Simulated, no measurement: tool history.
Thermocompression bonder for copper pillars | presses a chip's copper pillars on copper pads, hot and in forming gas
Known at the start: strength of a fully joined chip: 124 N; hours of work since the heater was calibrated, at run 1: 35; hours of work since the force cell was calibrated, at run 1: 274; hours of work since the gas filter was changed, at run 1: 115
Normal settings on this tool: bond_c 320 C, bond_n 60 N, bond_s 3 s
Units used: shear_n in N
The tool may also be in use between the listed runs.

run	hour	bond_c	bond_n	bond_s	hours of work since the heater was calibrated	hours of work since the force cell was calibrated	hours of work since the gas filter was changed	shear_n
1	0.0	320	60	3	35	274	115	62.8
2	11.8	320	60	3	41	280	120	62.7
3	31.6	320	60	3	51	290	130	62.2
4	44.8	320	60	3	57	296	137	61.7
5	62.5	320	60	3	66	305	146	62.4
6	75.4	320	60	3	72	312	152	63.3
7	90.0	320	54	3	80	319	159	60.4
8	105.7	320	54	3	87	327	167	58.9
9	120.0	320	54	3	94	334	174	59.3
10	131.4	320	54	3	100	339	180	59.1
11	149.3	320	54	3	109	348	189	58.4
12	168.6	320	54	3	119	358	198	57.8
13	184.8	320	60	3	127	366	206	62.7
14	199.9	305	60	3	134	373	214	55.3
15	217.1	305	60	3	143	382	223	57.0
16	225.9	305	60	3	147	386	227	54.5
17	235.5	305	60	3	152	391	232	56.4
18	252.8	309	60	9	161	400	240	79.9
19	269.1	320	61	3	169	408	248	64.6
20	280.5	320	82	5	174	414	254	84.3
21	292.8	291	58	8	180	420	260	69.3
22	310.2	303	38	3	189	428	269	38.8
23	322.0	333	73	8	195	434	275	97.4
24	340.4	333	73	8	204	443	284	95.3
25	355.6	320	43	3	212	451	291	50.2
# hour 370.1: forming gas filter changed
26	375.6	321	43	7	221	461	3	67.9
27	393.6	350	39	4	230	470	12	67.5
28	403.1	350	50	4	235	474	16	76.8
29	423.1	325	50	2	245	484	26	50.7
30	434.9	325	50	2	251	490	32	50.1
31	444.1	346	60	2	255	495	37	66.2
32	463.3	346	60	2	265	504	46	66.4
33	474.5	339	60	4	271	510	52	78.8

Here are 5 independent what-if runs from the current tool condition. What would each one return?
A	488.2	320	60	4	277	517	59	?
B	488.2	320	60	6	277	517	59	?
C	488.2	339	41	4	277	517	59	?
D	488.2	326	60	4	277	517	59	?
E	488.2	332	62	2	277	517	59	?

run	shear_n
A	70.5
B	78.2
C	61.2
D	71.4
E	60.8
Without the tool's hidden state the same runs would have given:
run	shear_n
A	70.5
B	78.3
C	61.3
D	71.4
E	60.8
